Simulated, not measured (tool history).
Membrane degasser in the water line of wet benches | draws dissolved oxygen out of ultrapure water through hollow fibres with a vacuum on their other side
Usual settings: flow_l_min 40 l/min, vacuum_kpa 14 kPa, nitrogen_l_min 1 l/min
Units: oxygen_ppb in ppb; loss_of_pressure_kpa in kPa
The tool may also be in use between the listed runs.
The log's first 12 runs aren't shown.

{"run": 13, "hour": 1900.8, "flow_l_min": 36, "vacuum_kpa": 14, "nitrogen_l_min": 1, "oxygen_ppb": 787.3, "loss_of_pressure_kpa": 45.18}
{"run": 14, "hour": 2001.0, "flow_l_min": 40, "vacuum_kpa": 14, "nitrogen_l_min": 0.47, "oxygen_ppb": 1403.8, "loss_of_pressure_kpa": 50.75}
{"run": 15, "hour": 2208.3, "flow_l_min": 40, "vacuum_kpa": 14, "nitrogen_l_min": 1, "oxygen_ppb": 879.2, "loss_of_pressure_kpa": 50.53}
{"hour": 2353.2, "done": "vacuum gauge calibrated"}
{"run": 16, "hour": 2391.6, "flow_l_min": 40, "vacuum_kpa": 14, "nitrogen_l_min": 0.71, "oxygen_ppb": 1087.7, "loss_of_pressure_kpa": 49.98}
{"run": 17, "hour": 2574.3, "flow_l_min": 58, "vacuum_kpa": 13, "nitrogen_l_min": 0.79, "oxygen_ppb": 1305.1, "loss_of_pressure_kpa": 72.99}
{"run": 18, "hour": 2694.8, "flow_l_min": 58, "vacuum_kpa": 13, "nitrogen_l_min": 1.71, "oxygen_ppb": 861.7, "loss_of_pressure_kpa": 73.2}
{"run": 19, "hour": 2865.2, "flow_l_min": 28, "vacuum_kpa": 14.1, "nitrogen_l_min": 0.75, "oxygen_ppb": 792.3, "loss_of_pressure_kpa": 35.2}
{"run": 20, "hour": 3063.1, "flow_l_min": 57, "vacuum_kpa": 19.7, "nitrogen_l_min": 0.43, "oxygen_ppb": 2541.3, "loss_of_pressure_kpa": 71.79}
{"hour": 3167.9, "done": "seals of the vacuum lines changed"}
{"run": 21, "hour": 3174.2, "flow_l_min": 29, "vacuum_kpa": 9.2, "nitrogen_l_min": 1, "oxygen_ppb": 383.2, "loss_of_pressure_kpa": 36.59}
{"run": 22, "hour": 3375.0, "flow_l_min": 29, "vacuum_kpa": 9.2, "nitrogen_l_min": 1, "oxygen_ppb": 384.6, "loss_of_pressure_kpa": 36.84}
{"run": 23, "hour": 3475.6, "flow_l_min": 29, "vacuum_kpa": 9.2, "nitrogen_l_min": 1, "oxygen_ppb": 384.4, "loss_of_pressure_kpa": 36.61}
{"hour": 3636.0, "done": "vacuum gauge calibrated, once more"}
{"run": 24, "hour": 3681.3, "flow_l_min": 45, "vacuum_kpa": 9.2, "nitrogen_l_min": 1.45, "oxygen_ppb": 491.6, "loss_of_pressure_kpa": 57.12}
{"run": 25, "hour": 3915.4, "flow_l_min": 45, "vacuum_kpa": 9.2, "nitrogen_l_min": 1.45, "oxygen_ppb": 489.1, "loss_of_pressure_kpa": 56.67}
{"run": 26, "hour": 4058.7, "flow_l_min": 42, "vacuum_kpa": 9.5, "nitrogen_l_min": 1.37, "oxygen_ppb": 478.3, "loss_of_pressure_kpa": 52.86}
{"run": 27, "hour": 4194.9, "flow_l_min": 48, "vacuum_kpa": 29, "nitrogen_l_min": 0.96, "oxygen_ppb": 2069.1, "loss_of_pressure_kpa": 60.64}
{"run": 28, "hour": 4294.5, "flow_l_min": 48, "vacuum_kpa": 29, "nitrogen_l_min": 0.96, "oxygen_ppb": 2062.8, "loss_of_pressure_kpa": 60.77}
{"run": 29, "hour": 4459.0, "flow_l_min": 27, "vacuum_kpa": 15.6, "nitrogen_l_min": 0.76, "oxygen_ppb": 843.3, "loss_of_pressure_kpa": 34.12}

The next listed run, before its measurement:
{"run": 30, "hour": 4566.3, "flow_l_min": 27, "vacuum_kpa": 15.6, "nitrogen_l_min": 0.76, "oxygen_ppb": "?", "loss_of_pressure_kpa": "?"}

{"run 30": {"oxygen_ppb": 850.3, "loss_of_pressure_kpa": 33.93}}
Without the tool's hidden state the same run would have given oxygen_ppb 846 ppb, loss_of_pressure_kpa 32.81 kPa.

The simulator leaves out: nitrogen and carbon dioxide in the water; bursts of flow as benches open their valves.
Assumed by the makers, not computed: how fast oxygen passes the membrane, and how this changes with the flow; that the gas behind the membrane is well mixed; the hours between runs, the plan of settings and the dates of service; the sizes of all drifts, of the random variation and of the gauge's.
